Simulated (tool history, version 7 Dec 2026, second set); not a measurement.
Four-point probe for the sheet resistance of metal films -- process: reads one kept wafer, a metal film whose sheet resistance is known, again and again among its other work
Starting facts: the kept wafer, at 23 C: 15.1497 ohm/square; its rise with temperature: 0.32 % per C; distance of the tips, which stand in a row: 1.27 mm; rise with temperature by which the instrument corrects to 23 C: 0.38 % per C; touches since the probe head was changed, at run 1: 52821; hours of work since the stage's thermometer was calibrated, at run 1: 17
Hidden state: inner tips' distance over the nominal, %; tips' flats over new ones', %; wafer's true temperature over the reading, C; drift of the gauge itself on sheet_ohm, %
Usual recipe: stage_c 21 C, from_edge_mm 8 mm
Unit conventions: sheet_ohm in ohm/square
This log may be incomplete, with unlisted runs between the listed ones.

run,hour,stage_c,from_edge_mm,touches since the probe head was changed,hours of work since the stage's thermometer was calibrated,sheet_ohm
1,0.0,21,8,52821,17,15.440192
2,46.8,21,8,54736,40,15.442123
3,120.5,21,8,57753,76,15.441356
4,199.2,21,8,60976,115,15.449201
5,245.2,21,8,62858,137,15.450232
6,327.7,21,8,66233,177,15.448462
7,378.9,21,8,68330,203,15.448838
8,462.8,21,8,71766,244,15.455415
9,502.9,26,8,73405,263,15.412727
10,547.4,26,8,75227,285,15.408631
11,584.7,26,8,76754,303,15.414772
12,652.5,26,8,79531,336,15.410636
13,693.4,26,8,81205,356,15.417550
14,735.5,21,41,82925,377,15.269699
15,808.8,21,19,85929,412,15.298721
16,885.3,18,3,89057,450,16.620378
17,953.9,34,6,91869,483,15.509440
18,1006.1,31,14,94005,509,15.248987
19,1080.9,31,14,97067,545,15.242301
20,1123.8,23,22,98821,566,15.282248
21,1191.0,32,11,101573,599,15.285065
22,1243.1,33,11,103707,625,15.279199
23,1293.7,22,35,105776,649,15.275834
24,1349.3,21,8,108050,676,15.482346
25,1417.5,21,8,110844,710,15.482999
26,1453.5,21,70,112318,727,15.286634
# hour 1461.3: new probe head fitted
27,1534.2,24,10,2984,766,15.346956
28,1571.3,18,61,4505,784,15.273481
29,1632.7,21,14,7016,814,15.314867
30,1695.5,25,10,9587,845,15.339667

Below, each run's measurement less what the same run would have read without the hidden state. Both values contain the same run-to-run variation, but the gauge's scatter may not be the same in both:
run,sheet_ohm
1,+0.068250
2,+0.069647
3,+0.071927
4,+0.074514
5,+0.075903
6,+0.078401
7,+0.079977
8,+0.082534
9,+0.083563
10,+0.085081
11,+0.086161
12,+0.088206
13,+0.089596
14,+0.090033
15,+0.092236
16,+0.101895
17,+0.097859
18,+0.097908
19,+0.100160
20,+0.101747
21,+0.103736
22,+0.105233
23,+0.106481
24,+0.109373
25,+0.111443
26,+0.111107
27,+0.075452
28,+0.076122
29,+0.078077
30,+0.080146
